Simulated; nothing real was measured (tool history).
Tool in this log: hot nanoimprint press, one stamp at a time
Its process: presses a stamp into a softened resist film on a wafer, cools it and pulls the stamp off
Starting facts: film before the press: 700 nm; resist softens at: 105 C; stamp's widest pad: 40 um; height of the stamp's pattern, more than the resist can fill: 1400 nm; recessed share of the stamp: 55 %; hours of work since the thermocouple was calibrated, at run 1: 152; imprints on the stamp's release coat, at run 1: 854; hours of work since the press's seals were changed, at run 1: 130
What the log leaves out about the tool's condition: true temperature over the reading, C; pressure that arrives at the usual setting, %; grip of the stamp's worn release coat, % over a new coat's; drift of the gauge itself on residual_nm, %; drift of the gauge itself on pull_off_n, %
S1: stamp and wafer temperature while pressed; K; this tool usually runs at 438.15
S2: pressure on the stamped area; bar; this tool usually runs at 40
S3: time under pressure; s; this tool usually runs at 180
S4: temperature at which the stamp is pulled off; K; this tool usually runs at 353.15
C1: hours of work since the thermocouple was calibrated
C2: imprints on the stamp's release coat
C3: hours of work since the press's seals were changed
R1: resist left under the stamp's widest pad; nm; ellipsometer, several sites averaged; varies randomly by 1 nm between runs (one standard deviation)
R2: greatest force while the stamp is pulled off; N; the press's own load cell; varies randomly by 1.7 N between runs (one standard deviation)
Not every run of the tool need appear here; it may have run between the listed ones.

| run | day | S1 | S2 | S3 | S4 | C1 | C2 | C3 | R1 | R2 |
|---|---|---|---|---|---|---|---|---|---|---|
| 1 | 0 | 438.15 | 40 | 180 | 353.15 | 152 | 854 | 130 | 337.2 | 124 |
| 2 | 0.271 | 432.15 | 40 | 180 | 353.15 | 155 | 873 | 133 | 403.8 | 132 |
| 3 | 0.517 | 432.15 | 40 | 180 | 353.15 | 157 | 890 | 136 | 405.1 | 132 |
| 4 | 0.842 | 438.15 | 40 | 180 | 356.15 | 161 | 913 | 140 | 336.7 | 121 |
| 5 | 1.154 | 438.15 | 40 | 180 | 353.15 | 164 | 935 | 143 | 336.9 | 132 |
| 6 | 1.417 | 438.15 | 25.8 | 180 | 353.15 | 167 | 953 | 146 | 414.1 | 134 |
| 7 | 1.646 | 438.15 | 25.8 | 180 | 353.15 | 170 | 969 | 149 | 413.1 | 131 |
| 8 | 1.838 | 438.15 | 40 | 180 | 353.15 | 172 | 983 | 151 | 338.5 | 135 |
| 9 | 2.092 | 429.15 | 40 | 180 | 353.15 | 175 | 1001 | 153 | 442.5 | 135 |
| 10 | 2.408 | 429.15 | 40 | 180 | 353.15 | 178 | 1023 | 157 | 442.1 | 139 |

For run 11, what comes out?
|  | 2.933 | stamp cleaned and given a new release coat |
| 11 | 3.033 | 438.15 | 30.5 | 180 | 355.15 | 182 | 7 | 161 | ? | ? |

R1: 384.3 nm
R2: 104 N
Had the tool carried no hidden state, the very same run would have given R1 379.1 nm, R2 103 N.
